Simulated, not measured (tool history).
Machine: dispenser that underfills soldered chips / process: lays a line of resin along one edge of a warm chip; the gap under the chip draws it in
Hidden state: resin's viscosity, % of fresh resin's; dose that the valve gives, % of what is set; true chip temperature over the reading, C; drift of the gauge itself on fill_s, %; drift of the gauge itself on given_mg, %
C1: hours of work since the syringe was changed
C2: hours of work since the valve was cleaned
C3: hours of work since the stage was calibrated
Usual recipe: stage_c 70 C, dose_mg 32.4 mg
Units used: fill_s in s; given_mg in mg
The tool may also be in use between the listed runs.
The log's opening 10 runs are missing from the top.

{"hour": 58.9, "done": "new syringe of resin"}
{"run": 11, "hour": 61.7, "stage_c": 70, "dose_mg": 32.3, "C1": 2, "C2": 38, "C3": 228, "fill_s": 198.3, "given_mg": 31.85}
{"run": 12, "hour": 66.2, "stage_c": 84, "dose_mg": 32.4, "C1": 6, "C2": 42, "C3": 232, "fill_s": 168.9, "given_mg": 31.92}
{"hour": 69.6, "done": "new syringe of resin"}
{"hour": 70.6, "done": "dispensing valve cleaned and set on the balance"}
{"run": 13, "hour": 72.7, "stage_c": 84, "dose_mg": 32.4, "C1": 2, "C2": 2, "C3": 236, "fill_s": 116.6, "given_mg": 32.43}
{"run": 14, "hour": 76.1, "stage_c": 84, "dose_mg": 32.4, "C1": 4, "C2": 4, "C3": 238, "fill_s": 145.6, "given_mg": 32.44}
{"hour": 81.6, "done": "new syringe of resin"}
{"run": 15, "hour": 84.2, "stage_c": 70, "dose_mg": 31.3, "C1": 2, "C2": 10, "C3": 244, "fill_s": 196.4, "given_mg": 31.23}
{"run": 16, "hour": 89.4, "stage_c": 70, "dose_mg": 31.3, "C1": 6, "C2": 14, "C3": 248, "fill_s": 278.7, "given_mg": 31.26}
{"hour": 92.3, "done": "new syringe of resin"}
{"run": 17, "hour": 93.6, "stage_c": 70, "dose_mg": 32.4, "C1": 1, "C2": 17, "C3": 251, "fill_s": 183.1, "given_mg": 32.3}
{"run": 18, "hour": 100.0, "stage_c": 70, "dose_mg": 32.4, "C1": 6, "C2": 22, "C3": 256, "fill_s": 279.3, "given_mg": 32.18}
{"hour": 103.3, "done": "new syringe of resin"}
{"run": 19, "hour": 107.5, "stage_c": 70, "dose_mg": 32.4, "C1": 3, "C2": 27, "C3": 262, "fill_s": 219.1, "given_mg": 32.22}
{"run": 20, "hour": 112.8, "stage_c": 70, "dose_mg": 32.4, "C1": 7, "C2": 32, "C3": 266, "fill_s": 313.3, "given_mg": 32.08}
{"hour": 114.1, "done": "new syringe of resin"}
{"run": 21, "hour": 121.0, "stage_c": 70, "dose_mg": 32.4, "C1": 5, "C2": 38, "C3": 272, "fill_s": 258.8, "given_mg": 32.04}
{"hour": 125.2, "done": "new syringe of resin"}
{"run": 22, "hour": 125.2, "stage_c": 80, "dose_mg": 35.9, "C1": 0, "C2": 41, "C3": 275, "fill_s": 115.2, "given_mg": 35.49}

Estimate the outcome of run 23 from the log above:
{"hour": 130.7, "done": "dispensing valve cleaned and set on the balance"}
{"run": 23, "hour": 133.4, "stage_c": 80, "dose_mg": 35.9, "C1": 5, "C2": 2, "C3": 280, "fill_s": "?", "given_mg": "?"}

{"run 23": {"fill_s": 187.3, "given_mg": 35.82}}
Take away the tool's hidden state, keep the run-to-run variation as it was, and the same run would have given fill_s 119.8 s, given_mg 35.89 mg.
